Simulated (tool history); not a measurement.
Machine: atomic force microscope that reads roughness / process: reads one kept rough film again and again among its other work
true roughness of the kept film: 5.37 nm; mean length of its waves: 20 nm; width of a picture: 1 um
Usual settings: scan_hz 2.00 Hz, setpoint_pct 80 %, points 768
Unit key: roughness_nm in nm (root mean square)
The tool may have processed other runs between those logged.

Run 1, hour 0.0: usual settings. Result: roughness_nm 3.212 nm (root mean square).
Run 2, hour 6.0: usual settings but scan_hz 1.04 Hz. Result: roughness_nm 3.284 nm (root mean square).
Run 3, hour 12.2: usual settings but scan_hz 1.04 Hz. Result: roughness_nm 3.243 nm (root mean square).
Run 4, hour 17.9: usual settings but scan_hz 1.04 Hz. Result: roughness_nm 3.197 nm (root mean square).
Run 5, hour 25.4: usual settings but scan_hz 1.04 Hz. Result: roughness_nm 3.145 nm (root mean square).
Run 6, hour 32.1: usual settings. Result: roughness_nm 2.970 nm (root mean square).
Run 7, hour 35.9: usual settings. Result: roughness_nm 2.977 nm (root mean square).
Run 8, hour 40.6: usual settings but points 504. Result: roughness_nm 2.941 nm (root mean square).
Run 9, hour 44.3: usual settings but points 259. Result: roughness_nm 2.836 nm (root mean square).
Run 10, hour 48.8: usual settings. Result: roughness_nm 2.904 nm (root mean square).
Run 11, hour 54.5: usual settings. Result: roughness_nm 2.855 nm (root mean square).
Run 12, hour 59.3: usual settings. Result: roughness_nm 2.868 nm (root mean square).
Run 13, hour 63.7: usual settings. Result: roughness_nm 2.824 nm (root mean square).
Run 14, hour 69.6: usual settings but scan_hz 0.79 Hz. Result: roughness_nm 2.959 nm (root mean square).
Run 15, hour 74.7: usual settings but scan_hz 0.79 Hz, setpoint_pct 72 %. Result: roughness_nm 2.942 nm (root mean square).
At hour 81.9: new tip fitted.
Run 16, hour 83.9: usual settings. Result: roughness_nm 3.886 nm (root mean square).
At hour 85.8: height scale calibrated on a step standard.
Run 17, hour 92.8: usual settings but points 346. Result: roughness_nm 3.732 nm (root mean square).
Run 18, hour 101.3: usual settings but points 346. Result: roughness_nm 3.664 nm (root mean square).
Run 19, hour 109.1: usual settings. Result: roughness_nm 3.677 nm (root mean square).
At hour 113.0: height scale calibrated on a step standard, once more.
Run 20, hour 114.0: usual settings. Result: roughness_nm 3.609 nm (root mean square).
Run 21, hour 120.5: usual settings. Result: roughness_nm 3.554 nm (root mean square).
Run 22, hour 126.1: usual settings. Result: roughness_nm 3.506 nm (root mean square).
Run 23, hour 131.2: usual settings. Result: roughness_nm 3.481 nm (root mean square).
Run 24, hour 136.8: usual settings. Result: roughness_nm 3.425 nm (root mean square).
Run 25, hour 143.4: usual settings. Result: roughness_nm 3.403 nm (root mean square).
Run 26, hour 148.8: usual settings. Result: roughness_nm 3.349 nm (root mean square).
Run 27, hour 156.1: usual settings but setpoint_pct 63 %. Result: roughness_nm 3.446 nm (root mean square).
Run 28, hour 160.2: usual settings but setpoint_pct 63 %. Result: roughness_nm 3.445 nm (root mean square).

Run 29, settings as shown, results not yet in. Your forecast:
Run 29, hour 165.6: usual settings but setpoint_pct 63 %. Result: roughness_nm ?.

Run 29 gave roughness_nm 3.403 nm (root mean square).
With no hidden state in the tool, this same run would have given roughness_nm 4.108 nm (root mean square).
